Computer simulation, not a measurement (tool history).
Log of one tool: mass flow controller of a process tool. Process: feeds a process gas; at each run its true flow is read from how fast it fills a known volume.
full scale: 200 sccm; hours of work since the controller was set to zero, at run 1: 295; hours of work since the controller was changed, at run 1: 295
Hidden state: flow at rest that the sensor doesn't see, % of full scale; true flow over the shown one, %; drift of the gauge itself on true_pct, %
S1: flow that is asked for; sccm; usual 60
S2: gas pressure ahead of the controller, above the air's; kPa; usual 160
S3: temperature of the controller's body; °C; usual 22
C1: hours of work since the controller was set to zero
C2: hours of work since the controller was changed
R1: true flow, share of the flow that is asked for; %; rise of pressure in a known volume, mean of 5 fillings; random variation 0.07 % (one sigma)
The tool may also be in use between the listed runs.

run 1 hour=0 | S1=60 S2=160 S3=22 | C1=295 C2=295 | R1=98.5
run 2 hour=61.5 | S1=60 S2=160 S3=22 | C1=322 C2=322 | R1=98.29
run 3 hour=137.9 | S1=60 S2=160 S3=22 | C1=356 C2=356 | R1=98.35
run 4 hour=191.3 | S1=60 S2=160 S3=22 | C1=380 C2=380 | R1=98.33
run 5 hour=238.6 | S1=60 S2=191 S3=22 | C1=401 C2=401 | R1=98.4
run 6 hour=323.4 | S1=60 S2=191 S3=22 | C1=438 C2=438 | R1=98.35
run 7 hour=387 | S1=103 S2=160 S3=22 | C1=466 C2=466 | R1=98.66
run 8 hour=427.2 | S1=60 S2=160 S3=22 | C1=484 C2=484 | R1=98.15
run 9 hour=473.7 | S1=60 S2=160 S3=22 | C1=505 C2=505 | R1=98.16
run 10 hour=563.2 | S1=60 S2=160 S3=22 | C1=544 C2=544 | R1=98.21
run 11 hour=662.1 | S1=60 S2=160 S3=22 | C1=588 C2=588 | R1=97.98
run 12 hour=748.2 | S1=60 S2=160 S3=22 | C1=626 C2=626 | R1=98.07
run 13 hour=818.8 | S1=140 S2=160 S3=22 | C1=657 C2=657 | R1=99.16
run 14 hour=887.5 | S1=140 S2=160 S3=22 | C1=688 C2=688 | R1=98.98
run 15 hour=945.7 | S1=140 S2=160 S3=22 | C1=714 C2=714 | R1=98.98
run 16 hour=991 | S1=140 S2=160 S3=22 | C1=734 C2=734 | R1=98.74
run 17 hour=1049.5 | S1=140 S2=160 S3=22 | C1=760 C2=760 | R1=98.92
run 18 hour=1127.2 | S1=140 S2=160 S3=22 | C1=794 C2=794 | R1=98.97
run 19 hour=1223.5 | S1=140 S2=160 S3=22 | C1=837 C2=837 | R1=98.88
run 20 hour=1286.9 | S1=60 S2=160 S3=22 | C1=865 C2=865 | R1=97.91
run 21 hour=1383.9 | S1=60 S2=210 S3=22 | C1=908 C2=908 | R1=97.97
run 22 hour=1482.2 | S1=60 S2=244 S3=22 | C1=951 C2=951 | R1=98.14
run 23 hour=1547.2 | S1=60 S2=244 S3=22 | C1=980 C2=980 | R1=98.13
run 24 hour=1608 | S1=60 S2=244 S3=22 | C1=1007 C2=1007 | R1=98.06
run 25 hour=1687.5 | S1=24 S2=158 S3=23 | C1=1042 C2=1042 | R1=97.23
run 26 hour=1746.7 | S1=20 S2=181 S3=20 | C1=1068 C2=1068 | R1=97.55
run 27 hour=1844.6 | S1=60 S2=160 S3=21 | C1=1111 C2=1111 | R1=97.73
run 28 hour=1944.2 | S1=60 S2=160 S3=21 | C1=1155 C2=1155 | R1=97.51
run 29 hour=1994.8 | S1=60 S2=160 S3=21 | C1=1178 C2=1178 | R1=97.5
run 30 hour=2049.5 | S1=60 S2=160 S3=21 | C1=1202 C2=1202 | R1=97.61
run 31 hour=2093 | S1=60 S2=266 S3=27 | C1=1221 C2=1221 | R1=97.58
run 32 hour=2192.5 | S1=175 S2=176 S3=23 | C1=1265 C2=1265 | R1=98.87
run 33 hour=2235.2 | S1=175 S2=231 S3=34 | C1=1284 C2=1284 | R1=98.02
run 34 hour=2323.8 | S1=73 S2=160 S3=22 | C1=1323 C2=1323 | R1=97.57
run 35 hour=2387.3 | S1=73 S2=160 S3=22 | C1=1352 C2=1352 | R1=97.57
-- hour=2432.6 gauge calibrated
run 36 hour=2484.3 | S1=73 S2=223 S3=40 | C1=1395 C2=1395 | R1=97.16
run 37 hour=2570.8 | S1=21 S2=146 S3=24 | C1=1433 C2=1433 | R1=97.54
run 38 hour=2668.6 | S1=39 S2=170 S3=36 | C1=1476 C2=1476 | R1=96.86
run 39 hour=2746.1 | S1=34 S2=152 S3=21 | C1=1510 C2=1510 | R1=98.01
run 40 hour=2805.3 | S1=34 S2=247 S3=37 | C1=1537 C2=1537 | R1=96.99
run 41 hour=2862.5 | S1=39 S2=151 S3=29 | C1=1562 C2=1562 | R1=97.28
run 42 hour=2956.3 | S1=29 S2=148 S3=20 | C1=1603 C2=1603 | R1=97.97
run 43 hour=3051.6 | S1=29 S2=148 S3=20 | C1=1646 C2=1646 | R1=97.88
run 44 hour=3113.8 | S1=75 S2=200 S3=23 | C1=1673 C2=1673 | R1=98.29
run 45 hour=3168.8 | S1=75 S2=200 S3=23 | C1=1697 C2=1697 | R1=98.31
run 46 hour=3256.2 | S1=75 S2=256 S3=23 | C1=1736 C2=1736 | R1=98.54
run 47 hour=3328.9 | S1=60 S2=169 S3=21 | C1=1768 C2=1768 | R1=98.15

4 ways to go on from here, each from the tool as it stands after run 47. What would each give?
run A hour=3428.9 | S1=60 S2=163 S3=22 | C1=1813 C2=1813 | R1=?
run B hour=3428.9 | S1=73 S2=160 S3=22 | C1=1813 C2=1813 | R1=?
run C hour=3428.9 | S1=60 S2=169 S3=35 | C1=1813 C2=1813 | R1=?
run D hour=3428.9 | S1=32 S2=252 S3=38 | C1=1813 C2=1813 | R1=?

run=A R1=98.16
run=B R1=98.09
run=C R1=96.91
run=D R1=96.5
Without the tool's hidden state the same runs would have given:
run=A R1=98.59
run=B R1=98.52
run=C R1=97.32
run=D R1=96.91
